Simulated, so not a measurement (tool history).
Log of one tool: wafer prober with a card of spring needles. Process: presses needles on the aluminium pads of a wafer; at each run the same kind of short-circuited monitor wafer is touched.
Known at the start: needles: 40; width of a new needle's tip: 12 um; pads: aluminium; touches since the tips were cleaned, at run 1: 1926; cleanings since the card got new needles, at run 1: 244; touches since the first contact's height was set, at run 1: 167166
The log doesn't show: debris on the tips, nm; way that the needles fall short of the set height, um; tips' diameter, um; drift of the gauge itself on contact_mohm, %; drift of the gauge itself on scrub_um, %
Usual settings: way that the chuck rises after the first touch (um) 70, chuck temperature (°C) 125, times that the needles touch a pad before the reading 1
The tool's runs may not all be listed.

run    hour  way that the chuck rises after the first touch (um)  chuck temperature (°C)  times that the needles touch a pad before the reading  touches since the tips were cleaned  cleanings since the card got new needles  touches since the first contact's height was set  resistance of one needle with its contact and lead (mohm)  way that a needle slides on the pad (um)
  1     0.0                                                   70                     125                                                      1                                 1926                                       244                                            167166                                                        333                                      8.83
        2.7  -- tips cleaned on abrasive film
       15.5  -- tips cleaned on abrasive film
       28.3  -- tips cleaned on abrasive film
       31.1  -- height of the first contact set anew
       41.4  -- tips cleaned on abrasive film
       54.2  -- tips cleaned on abrasive film
  2    63.7                                                   70                     125                                                      1                                 2240                                       249                                              7648                                                        340                                      9.30
       66.3  -- tips cleaned on abrasive film
       76.6  -- tips cleaned on abrasive film
       89.4  -- tips cleaned on abrasive film
  3    96.6                                                   70                     125                                                      1                                 1703                                       252                                             15359                                                        335                                      9.32
      101.8  -- tips cleaned on abrasive film
      114.6  -- tips cleaned on abrasive film
      127.5  -- tips cleaned on abrasive film
      140.3  -- tips cleaned on abrasive film
      150.5  -- tips cleaned on abrasive film
      163.4  -- tips cleaned on abrasive film
  4   171.0                                                   70                     125                                                      1                                 1802                                       258                                             32783                                                        329                                      9.16
      176.2  -- tips cleaned on abrasive film
      186.4  -- tips cleaned on abrasive film
      199.3  -- tips cleaned on abrasive film
  5   203.0                                                   70                     125                                                      1                                  894                                       261                                             40287                                                        313                                      9.08
      210.8  -- tips cleaned on abrasive film
      223.6  -- tips cleaned on abrasive film
      236.4  -- tips cleaned on abrasive film
      249.2  -- tips cleaned on abrasive film
      262.0  -- tips cleaned on abrasive film
  6   262.6                                                   70                     125                                                      1                                  138                                       266                                             54244                                                        296                                      9.18
      272.9  -- tips cleaned on abrasive film
      283.2  -- tips cleaned on abrasive film
      296.0  -- tips cleaned on abrasive film
      306.3  -- tips cleaned on abrasive film
      316.5  -- tips cleaned on abrasive film
  7   322.1                                                   70                     125                                                      1                                 1327                                       271                                             68190                                                        321                                      9.02
      327.4  -- tips cleaned on abrasive film
      337.6  -- tips cleaned on abrasive film
      350.4  -- tips cleaned on abrasive film
      360.7  -- tips cleaned on abrasive film
  8   368.1                                                   70                      59                                                      1                                 1741                                       275                                             78948                                                        315                                      9.02
      373.3  -- tips cleaned on abrasive film
      386.1  -- tips cleaned on abrasive film
      398.9  -- tips cleaned on abrasive film
      409.2  -- tips cleaned on abrasive film
      422.0  -- tips cleaned on abrasive film
      434.5  -- tips cleaned on abrasive film
  9   434.5                                                   70                      59                                                      1                                    0                                       281                                             94489                                                        275                                      9.01
      444.7  -- tips cleaned on abrasive film
      457.5  -- tips cleaned on abrasive film
 10   467.3                                                   70                      80                                                      1                                 2306                                       283                                            102203                                                        341                                      8.97
      469.9  -- tips cleaned on abrasive film
      482.8  -- tips cleaned on abrasive film
      495.6  -- tips cleaned on abrasive film
      508.4  -- tips cleaned on abrasive film
 11   517.7                                                   70                      80                                                      1                                 2187                                       287                                            114004                                                        335                                      8.86
      520.3  -- tips cleaned on abrasive film
      530.6  -- tips cleaned on abrasive film
      540.8  -- tips cleaned on abrasive film
      553.7  -- tips cleaned on abrasive film
      563.9  -- tips cleaned on abrasive film
      576.7  -- tips cleaned on abrasive film
 12   583.1                                                   70                     125                                                      1                                 1509                                       293                                            129334                                                        335                                      8.90
      588.3  -- tips cleaned on abrasive film
      601.1  -- tips cleaned on abrasive film
      614.0  -- tips cleaned on abrasive film
      624.2  -- tips cleaned on abrasive film
      634.5  -- tips cleaned on abrasive film
 13   640.6                                                   69                      61                                                      1                                 1438                                       298                                            142789                                                        317                                      8.82
      645.8  -- tips cleaned on abrasive film
      658.6  -- tips cleaned on abrasive film
      671.4  -- tips cleaned on abrasive film
      684.2  -- tips cleaned on abrasive film
 14   685.0                                                   69                      61                                                      1                                  178                                       302                                            153182                                                        285                                      8.73
      695.3  -- tips cleaned on abrasive film
      708.1  -- tips cleaned on abrasive film
      720.9  -- tips cleaned on abrasive film
      731.2  -- tips cleaned on abrasive film
      741.4  -- tips cleaned on abrasive film
      752.1  -- tips cleaned on abrasive film
 15   752.1                                                   69                      34                                                      2                                    0                                       308                                            168902                                                        269                                      8.62
      762.4  -- tips cleaned on abrasive film
      775.2  -- tips cleaned on abrasive film
      778.0  -- height of the first contact set anew
      788.3  -- tips cleaned on abrasive film
      801.1  -- tips cleaned on abrasive film
 16   808.8                                                   87                      29                                                      2                                 1818                                       312                                              7227                                                        279                                     11.50
      813.9  -- tips cleaned on abrasive film
      824.2  -- tips cleaned on abrasive film
      837.0  -- tips cleaned on abrasive film
      849.8  -- tips cleaned on abrasive film
 17   850.8                                                   71                      29                                                      1                                  238                                       316                                             17054                                                        272                                      9.30
      861.1  -- tips cleaned on abrasive film
      873.9  -- tips cleaned on abrasive film
      884.2  -- tips cleaned on abrasive film
      896.2  -- card fitted with new needles
      906.5  -- tips cleaned on abrasive film
      919.3  -- tips cleaned on abrasive film
      929.5  -- tips cleaned on abrasive film
 18   939.3                                                   68                      33                                                      2                                 2308                                         3                                             10120                                                        289                                      8.99
      942.0  -- tips cleaned on abrasive film
      952.2  -- tips cleaned on abrasive film
      962.5  -- tips cleaned on abrasive film
      975.3  -- tips cleaned on abrasive film
      985.6  -- tips cleaned on abrasive film
      997.2  -- tips cleaned on abrasive film
 19   997.2                                                   68                      26                                                      2                                    0                                         9                                             23651                                                        258                                      8.86
     1010.0  -- tips cleaned on abrasive film
     1022.8  -- tips cleaned on abrasive film
     1035.6  -- tips cleaned on abrasive film
     1048.4  -- tips cleaned on abrasive film
     1058.7  -- tips cleaned on abrasive film
 20  1059.5                                                   68                      26                                                      2                                  194                                        14                                             38266                                                        262                                      8.89
     1069.8  -- tips cleaned on abrasive film
     1082.6  -- tips cleaned on abrasive film
     1095.5  -- tips cleaned on abrasive film
 21  1104.2                                                   68                      26                                                      2                                 2068                                        17                                             48746                                                        283                                      8.93
     1106.9  -- tips cleaned on abrasive film
     1119.7  -- tips cleaned on abrasive film
     1132.5  -- tips cleaned on abrasive film
     1145.3  -- tips cleaned on abrasive film
     1155.6  -- tips cleaned on abrasive film
 22  1160.2                                                   70                      25                                                      1                                 1095                                        22                                             61860                                                        282                                      9.15
     1167.9  -- tips cleaned on abrasive film
     1178.2  -- tips cleaned on abrasive film
     1188.5  -- tips cleaned on abrasive film
     1198.8  -- tips cleaned on abrasive film
     1211.6  -- tips cleaned on abrasive film
     1224.4  -- tips cleaned on abrasive film
 23  1224.5                                                   70                      33                                                      1                                   18                                        28                                             76900                                                        259                                      9.07
     1234.7  -- tips cleaned on abrasive film
     1247.5  -- tips cleaned on abrasive film
     1260.4  -- tips cleaned on abrasive film
     1273.2  -- tips cleaned on abrasive film
 24  1273.6                                                   70                      33                                                      1                                   93                                        32                                             88408                                                        263                                      9.02

The same runs without the tool's hidden state, with the same run-to-run variation:
run  resistance of one needle with its contact and lead (mohm)  way that a needle slides on the pad (um)
  1                                                        283                                      9.33
  2                                                        285                                      9.32
  3                                                        286                                      9.37
  4                                                        281                                      9.27
  5                                                        282                                      9.20
  6                                                        283                                      9.35
  7                                                        282                                      9.23
  8                                                        263                                      9.26
  9                                                        265                                      9.29
 10                                                        272                                      9.27
 11                                                        271                                      9.18
 12                                                        286                                      9.28
 13                                                        263                                      9.24
 14                                                        269                                      9.18
 15                                                        261                                      9.13
 16                                                        254                                     11.51
 17                                                        259                                      9.35
 18                                                        261                                      9.01
 19                                                        255                                      8.95
 20                                                        256                                      9.02
 21                                                        257                                      9.09
 22                                                        254                                      9.35
 23                                                        255                                      9.32
 24                                                        256                                      9.31

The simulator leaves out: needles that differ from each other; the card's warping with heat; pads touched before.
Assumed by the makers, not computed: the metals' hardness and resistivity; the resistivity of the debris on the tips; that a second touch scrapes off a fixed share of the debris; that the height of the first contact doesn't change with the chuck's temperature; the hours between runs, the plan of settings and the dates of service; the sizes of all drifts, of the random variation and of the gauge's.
